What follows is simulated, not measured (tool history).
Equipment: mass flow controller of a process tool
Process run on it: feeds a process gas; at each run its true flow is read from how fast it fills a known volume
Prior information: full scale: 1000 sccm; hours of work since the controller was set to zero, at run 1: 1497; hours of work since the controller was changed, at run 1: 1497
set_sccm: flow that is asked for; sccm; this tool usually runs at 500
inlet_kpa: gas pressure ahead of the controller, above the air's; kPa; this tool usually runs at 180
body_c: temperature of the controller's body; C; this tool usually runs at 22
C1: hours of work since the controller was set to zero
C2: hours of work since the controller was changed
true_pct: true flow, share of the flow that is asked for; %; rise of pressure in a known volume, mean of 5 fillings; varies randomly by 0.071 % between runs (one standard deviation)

{"run": 1, "hour": 0.0, "set_sccm": 500, "inlet_kpa": 180, "body_c": 22, "C1": 1497, "C2": 1497, "true_pct": 100.33}
{"run": 2, "hour": 167.6, "set_sccm": 500, "inlet_kpa": 180, "body_c": 22, "C1": 1583, "C2": 1583, "true_pct": 100.21}
{"run": 3, "hour": 269.6, "set_sccm": 500, "inlet_kpa": 180, "body_c": 22, "C1": 1636, "C2": 1636, "true_pct": 100.21}
{"run": 4, "hour": 428.2, "set_sccm": 156, "inlet_kpa": 180, "body_c": 22, "C1": 1717, "C2": 1717, "true_pct": 99.06}
{"run": 5, "hour": 603.2, "set_sccm": 156, "inlet_kpa": 180, "body_c": 22, "C1": 1807, "C2": 1807, "true_pct": 99.03}
{"run": 6, "hour": 728.5, "set_sccm": 500, "inlet_kpa": 180, "body_c": 28, "C1": 1871, "C2": 1871, "true_pct": 99.8}
{"run": 7, "hour": 861.5, "set_sccm": 500, "inlet_kpa": 180, "body_c": 30, "C1": 1940, "C2": 1940, "true_pct": 99.57}
{"run": 8, "hour": 1023.2, "set_sccm": 500, "inlet_kpa": 180, "body_c": 21, "C1": 2023, "C2": 2023, "true_pct": 100.37}
{"run": 9, "hour": 1184.4, "set_sccm": 500, "inlet_kpa": 180, "body_c": 21, "C1": 2106, "C2": 2106, "true_pct": 100.35}
{"run": 10, "hour": 1361.9, "set_sccm": 500, "inlet_kpa": 180, "body_c": 22, "C1": 2197, "C2": 2197, "true_pct": 100.29}
{"run": 11, "hour": 1550.1, "set_sccm": 500, "inlet_kpa": 180, "body_c": 22, "C1": 2294, "C2": 2294, "true_pct": 100.34}
{"run": 12, "hour": 1642.1, "set_sccm": 500, "inlet_kpa": 180, "body_c": 22, "C1": 2341, "C2": 2341, "true_pct": 100.16}
{"run": 13, "hour": 1858.5, "set_sccm": 500, "inlet_kpa": 180, "body_c": 22, "C1": 2452, "C2": 2452, "true_pct": 100.25}
{"run": 14, "hour": 2076.2, "set_sccm": 407, "inlet_kpa": 180, "body_c": 22, "C1": 2564, "C2": 2564, "true_pct": 100.15}
{"run": 15, "hour": 2186.1, "set_sccm": 407, "inlet_kpa": 180, "body_c": 22, "C1": 2621, "C2": 2621, "true_pct": 100.18}
{"hour": 2199.0, "done": "controller's zero set anew"}
{"run": 16, "hour": 2370.1, "set_sccm": 500, "inlet_kpa": 253, "body_c": 22, "C1": 88, "C2": 2715, "true_pct": 100.28}
{"run": 17, "hour": 2502.3, "set_sccm": 500, "inlet_kpa": 253, "body_c": 22, "C1": 156, "C2": 2783, "true_pct": 100.39}
{"hour": 2592.6, "done": "controller's zero set anew, once more"}
{"run": 18, "hour": 2625.6, "set_sccm": 500, "inlet_kpa": 253, "body_c": 22, "C1": 17, "C2": 2846, "true_pct": 101.39}
{"run": 19, "hour": 2766.2, "set_sccm": 500, "inlet_kpa": 204, "body_c": 22, "C1": 89, "C2": 2918, "true_pct": 100.97}
{"run": 20, "hour": 2971.7, "set_sccm": 500, "inlet_kpa": 204, "body_c": 22, "C1": 195, "C2": 3024, "true_pct": 101.03}
{"run": 21, "hour": 3106.9, "set_sccm": 342, "inlet_kpa": 147, "body_c": 27, "C1": 264, "C2": 3093, "true_pct": 100.17}
{"run": 22, "hour": 3335.7, "set_sccm": 972, "inlet_kpa": 147, "body_c": 23, "C1": 382, "C2": 3211, "true_pct": 100.82}
{"run": 23, "hour": 3476.8, "set_sccm": 119, "inlet_kpa": 149, "body_c": 23, "C1": 454, "C2": 3283, "true_pct": 100.11}
{"run": 24, "hour": 3651.3, "set_sccm": 119, "inlet_kpa": 149, "body_c": 23, "C1": 544, "C2": 3373, "true_pct": 100.22}
{"run": 25, "hour": 3871.3, "set_sccm": 254, "inlet_kpa": 203, "body_c": 33, "C1": 657, "C2": 3486, "true_pct": 99.99}
{"run": 26, "hour": 4069.1, "set_sccm": 500, "inlet_kpa": 277, "body_c": 24, "C1": 759, "C2": 3588, "true_pct": 101.38}
{"run": 27, "hour": 4203.5, "set_sccm": 670, "inlet_kpa": 278, "body_c": 32, "C1": 828, "C2": 3657, "true_pct": 100.87}
{"run": 28, "hour": 4421.6, "set_sccm": 670, "inlet_kpa": 278, "body_c": 32, "C1": 940, "C2": 3769, "true_pct": 100.82}
{"run": 29, "hour": 4551.7, "set_sccm": 926, "inlet_kpa": 219, "body_c": 28, "C1": 1007, "C2": 3836, "true_pct": 100.88}
{"run": 30, "hour": 4725.0, "set_sccm": 156, "inlet_kpa": 181, "body_c": 28, "C1": 1096, "C2": 3925, "true_pct": 99.96}
{"run": 31, "hour": 4947.5, "set_sccm": 883, "inlet_kpa": 160, "body_c": 33, "C1": 1210, "C2": 4039, "true_pct": 100.12}
{"run": 32, "hour": 5100.2, "set_sccm": 723, "inlet_kpa": 180, "body_c": 22, "C1": 1289, "C2": 4118, "true_pct": 101.21}
{"run": 33, "hour": 5217.9, "set_sccm": 404, "inlet_kpa": 214, "body_c": 35, "C1": 1349, "C2": 4178, "true_pct": 99.83}

Expected results for the next run?
{"run": 34, "hour": 5373.5, "set_sccm": 404, "inlet_kpa": 270, "body_c": 35, "C1": 1429, "C2": 4258, "true_pct": "?"}

Run 34 gave true_pct 100.24 %.
Had the tool carried no hidden state, the very same run would have given true_pct 99.36 %.

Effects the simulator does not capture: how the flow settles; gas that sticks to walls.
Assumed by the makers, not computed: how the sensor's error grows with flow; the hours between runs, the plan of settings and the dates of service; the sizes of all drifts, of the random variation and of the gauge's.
